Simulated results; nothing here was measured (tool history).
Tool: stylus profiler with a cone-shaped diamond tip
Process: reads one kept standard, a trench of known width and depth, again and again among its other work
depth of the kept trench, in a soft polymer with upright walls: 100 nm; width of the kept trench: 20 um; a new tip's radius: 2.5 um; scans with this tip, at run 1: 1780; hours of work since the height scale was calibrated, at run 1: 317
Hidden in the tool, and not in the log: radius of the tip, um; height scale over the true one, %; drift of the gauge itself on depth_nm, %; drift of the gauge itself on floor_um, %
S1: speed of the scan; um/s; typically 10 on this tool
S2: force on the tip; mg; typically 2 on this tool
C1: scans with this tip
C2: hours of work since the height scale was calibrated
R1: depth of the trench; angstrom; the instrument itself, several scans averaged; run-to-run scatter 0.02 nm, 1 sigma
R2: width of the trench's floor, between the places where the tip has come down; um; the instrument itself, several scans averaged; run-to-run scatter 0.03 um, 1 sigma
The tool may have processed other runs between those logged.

run	hour	S1	S2	C1	C2	R1	R2
1	0	10	2	1780	317	1005.7	18.35
2	41.3	10	2	1950	347	1005.8	18.35
3	74.6	3	2	2087	372	1005.6	18.34
4	116.2	10	2	2258	402	1005.6	18.33
5	144.6	10	2	2375	423	1005	18.32
6	183.2	10	2	2534	452	1005.5	18.32
7	228.6	10	2	2721	485	1004.9	18.26
8	260.2	10	2	2851	508	1005.3	18.31
9	287.7	10	1.12	2964	528	1003.1	18.25
10	324.4	10	0.68	3115	555	1002	18.25
11	351.8	10	2.54	3228	575	1006.2	18.21
12	382	10	2.54	3352	597	1005.9	18.23
13	404.2	28	2.54	3443	614	1006.2	18.21
14	447.1	28	2.54	3620	645	1006	18.15
15	477.8	10	1.72	3746	668	1004.6	18.19
16	522.4	2	2	3930	700	1004.7	18.19
17	562.5	6	0.76	4095	730	1002.2	18.15
18	591.8	6	0.76	4215	751	1001.9	18.15
19	622	6	0.76	4339	773	1001.9	18.14
20	665.4	14	5.05	4518	805	1010	18.18
21	708.6	14	5.05	4696	837	1009.9	18.12
22	745.2	14	5.05	4847	864	1009.8	18.11
23	772.7	10	1.26	4960	884	1003.2	18.06
24	810.6	10	1.26	5116	912	1003	18.05
25	848.4	10	5.63	5271	939	1010.4	18.08
26	870.5	10	5.63	5362	956	1010.6	18.13
27	895	8	2.77	5463	973	1006.2	18.03
28	920.4	32	4.91	5567	992	1009.5	18.02

Subtracting, for every run, the result it would have given without the tool's unlogged condition from the measured result gives the following. The same run-to-run variation enters both numbers; the gauge's scatter may not:
run	R1	R2
1	-0.5	-0.2
2	-0.5	-0.21
3	-0.6	-0.23
4	-0.6	-0.24
5	-0.7	-0.25
6	-0.6	-0.27
7	-0.7	-0.29
8	-0.8	-0.3
9	-0.8	-0.31
10	-0.8	-0.32
11	-0.8	-0.33
12	-0.8	-0.34
13	-0.9	-0.35
14	-0.9	-0.36
15	-1	-0.37
16	-1	-0.39
17	-1	-0.4
18	-1.1	-0.41
19	-1.1	-0.42
20	-1.2	-0.44
21	-1.2	-0.45
22	-1.3	-0.47
23	-1.3	-0.47
24	-1.3	-0.48
25	-1.4	-0.49
26	-1.4	-0.5
27	-1.4	-0.51
28	-1.5	-0.52
